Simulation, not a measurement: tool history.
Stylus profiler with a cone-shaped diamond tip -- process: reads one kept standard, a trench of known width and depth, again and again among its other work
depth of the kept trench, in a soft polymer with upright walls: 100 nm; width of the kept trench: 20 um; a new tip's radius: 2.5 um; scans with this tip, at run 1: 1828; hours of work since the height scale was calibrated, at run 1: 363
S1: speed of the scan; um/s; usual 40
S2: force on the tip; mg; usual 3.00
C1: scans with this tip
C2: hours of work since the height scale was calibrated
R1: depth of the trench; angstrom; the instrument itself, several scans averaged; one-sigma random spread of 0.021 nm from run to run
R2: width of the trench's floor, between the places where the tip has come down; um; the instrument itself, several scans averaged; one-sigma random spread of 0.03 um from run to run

Run 1, hour 0.0: usual settings; C1 1828; C2 363. Result: R1 1014.5 angstrom, R2 18.33 um.
Run 2, hour 21.2: usual settings; C1 1884; C2 374. Result: R1 1014.8 angstrom, R2 18.27 um.
Run 3, hour 56.7: usual settings but S1 148 um/s; C1 1976; C2 392. Result: R1 1014.8 angstrom, R2 17.73 um.
Run 4, hour 96.6: usual settings but S1 148 um/s; C1 2081; C2 413. Result: R1 1014.7 angstrom, R2 17.67 um.
Run 5, hour 125.4: usual settings; C1 2156; C2 427. Result: R1 1014.7 angstrom, R2 18.28 um.
Run 6, hour 158.9: usual settings; C1 2243; C2 445. Result: R1 1014.3 angstrom, R2 18.21 um.
Run 7, hour 187.1: usual settings; C1 2317; C2 459. Result: R1 1014.5 angstrom, R2 18.24 um.
Run 8, hour 222.6: usual settings; C1 2409; C2 478. Result: R1 1014.4 angstrom, R2 18.25 um.
Run 9, hour 246.5: usual settings; C1 2472; C2 490. Result: R1 1014.8 angstrom, R2 18.23 um.
Run 10, hour 289.7: usual settings; C1 2585; C2 513. Result: R1 1014.2 angstrom, R2 18.27 um.
Run 11, hour 324.7: usual settings; C1 2676; C2 531. Result: R1 1014.2 angstrom, R2 18.23 um.
Run 12, hour 367.9: usual settings; C1 2789; C2 553. Result: R1 1014.3 angstrom, R2 18.16 um.
Run 13, hour 410.6: usual settings; C1 2900; C2 575. Result: R1 1013.9 angstrom, R2 18.27 um.
Run 14, hour 429.5: usual settings; C1 2950; C2 585. Result: R1 1014.2 angstrom, R2 18.25 um.
Run 15, hour 466.6: usual settings but S2 3.22 mg; C1 3047; C2 604. Result: R1 1014.9 angstrom, R2 18.21 um.
Run 16, hour 493.9: usual settings but S2 3.22 mg; C1 3118; C2 618. Result: R1 1014.9 angstrom, R2 18.17 um.
Run 17, hour 533.5: usual settings but S2 7.82 mg; C1 3221; C2 639. Result: R1 1028.4 angstrom, R2 18.30 um.
Run 18, hour 558.7: usual settings but S1 97 um/s; C1 3287; C2 652. Result: R1 1014.0 angstrom, R2 17.92 um.
Run 19, hour 599.5: usual settings but S1 97 um/s; C1 3393; C2 673. Result: R1 1014.3 angstrom, R2 17.93 um.
Run 20, hour 619.9: usual settings but S1 52 um/s; C1 3447; C2 683. Result: R1 1013.7 angstrom, R2 18.11 um.
Run 21, hour 652.8: usual settings but S1 52 um/s; C1 3532; C2 700. Result: R1 1013.8 angstrom, R2 18.13 um.
Run 22, hour 678.1: usual settings but S1 52 um/s; C1 3599; C2 714. Result: R1 1013.7 angstrom, R2 18.12 um.
Run 23, hour 695.9: usual settings but S1 81 um/s; C1 3645; C2 723. Result: R1 1013.7 angstrom, R2 18.01 um.
Run 24, hour 732.7: usual settings but S1 81 um/s; C1 3741; C2 742. Result: R1 1013.7 angstrom, R2 18.03 um.
Run 25, hour 751.3: usual settings but S1 55 um/s, S2 5.82 mg; C1 3790; C2 751. Result: R1 1022.7 angstrom, R2 18.18 um.
Run 26, hour 794.5: usual settings but S1 22 um/s, S2 2.04 mg; C1 3902; C2 774. Result: R1 1009.9 angstrom, R2 18.21 um.
Run 27, hour 834.3: usual settings but S1 84 um/s, S2 2.58 mg; C1 4006; C2 794. Result: R1 1011.8 angstrom, R2 17.88 um.
Run 28, hour 863.1: usual settings but S1 20 um/s, S2 1.77 mg; C1 4081; C2 809. Result: R1 1008.7 angstrom, R2 18.26 um.
At hour 867.3: height scale calibrated on a step standard.
Run 29, hour 890.3: usual settings but S1 137 um/s, S2 5.14 mg; C1 4151; C2 12. Result: R1 1018.7 angstrom, R2 17.78 um.
Run 30, hour 922.3: usual settings but S1 73 um/s, S2 6.98 mg; C1 4235; C2 29. Result: R1 1023.9 angstrom, R2 18.11 um.
Run 31, hour 953.7: usual settings but S1 19 um/s, S2 3.34 mg; C1 4317; C2 45. Result: R1 1012.8 angstrom, R2 18.26 um.
Run 32, hour 973.6: usual settings but S1 31 um/s, S2 2.76 mg; C1 4369; C2 55. Result: R1 1010.8 angstrom, R2 18.22 um.
At hour 992.8: height scale calibrated on a step standard, once more.
Run 33, hour 1017.1: usual settings but S1 31 um/s, S2 2.76 mg; C1 4481; C2 13. Result: R1 1015.4 angstrom, R2 18.23 um.
Run 34, hour 1051.7: usual settings but S1 37 um/s, S2 5.06 mg; C1 4571; C2 31. Result: R1 1023.3 angstrom, R2 18.25 um.
Run 35, hour 1072.3: usual settings but S1 25 um/s, S2 2.22 mg; C1 4625; C2 41. Result: R1 1013.9 angstrom, R2 18.14 um.
Run 36, hour 1091.9: usual settings but S1 25 um/s, S2 2.22 mg; C1 4676; C2 51. Result: R1 1013.5 angstrom, R2 18.19 um.
Run 37, hour 1133.6: usual settings but S1 63 um/s, S2 2.36 mg; C1 4785; C2 73. Result: R1 1013.9 angstrom, R2 17.93 um.
Run 38, hour 1160.5: usual settings but S2 5.65 mg; C1 4855; C2 87. Result: R1 1024.8 angstrom, R2 18.13 um.
Run 39, hour 1185.6: usual settings but S1 56 um/s, S2 5.00 mg; C1 4921; C2 100. Result: R1 1023.1 angstrom, R2 18.16 um.
Run 40, hour 1213.7: usual settings but S1 59 um/s, S2 2.09 mg; C1 4994; C2 114. Result: R1 1012.9 angstrom, R2 17.93 um.
Run 41, hour 1239.5: usual settings but S2 4.13 mg; C1 5062; C2 128. Result: R1 1020.1 angstrom, R2 18.15 um.
Run 42, hour 1270.5: usual settings but S1 26 um/s, S2 2.54 mg; C1 5142; C2 144. Result: R1 1014.8 angstrom, R2 18.15 um.
Run 43, hour 1292.4: usual settings but S2 1.61 mg; C1 5200; C2 155. Result: R1 1010.7 angstrom, R2 18.00 um.
Run 44, hour 1329.5: usual settings but S1 105 um/s, S2 1.67 mg; C1 5296; C2 174. Result: R1 1010.8 angstrom, R2 17.56 um.
Run 45, hour 1350.7: usual settings but S1 105 um/s, S2 1.67 mg; C1 5352; C2 185. Result: R1 1010.7 angstrom, R2 17.60 um.

Alternative continuations, all from the tool just after run 45; predict every row:
Run A, hour 1374.9: usual settings but S1 43 um/s, S2 8.68 mg; C1 5415; C2 198. Result: R1 ?, R2 ?.
Run B, hour 1374.9: usual settings but S1 26 um/s, S2 1.20 mg; C1 5415; C2 198. Result: R1 ?, R2 ?.
Run C, hour 1374.9: usual settings but S1 105 um/s, S2 5.36 mg; C1 5415; C2 198. Result: R1 ?, R2 ?.
Run D, hour 1374.9: usual settings but S1 54 um/s, S2 2.79 mg; C1 5415; C2 198. Result: R1 ?, R2 ?.

run      R1     R2
  A  1032.9  18.22
  B  1008.9  18.09
  C  1023.9  17.92
  D  1015.4  18.00
The same runs, with their run-to-run variation unchanged, on a tool lacking any hidden condition would have given:
run      R1     R2
  A  1033.0  18.51
  B  1009.0  18.38
  C  1024.0  18.21
  D  1015.5  18.29
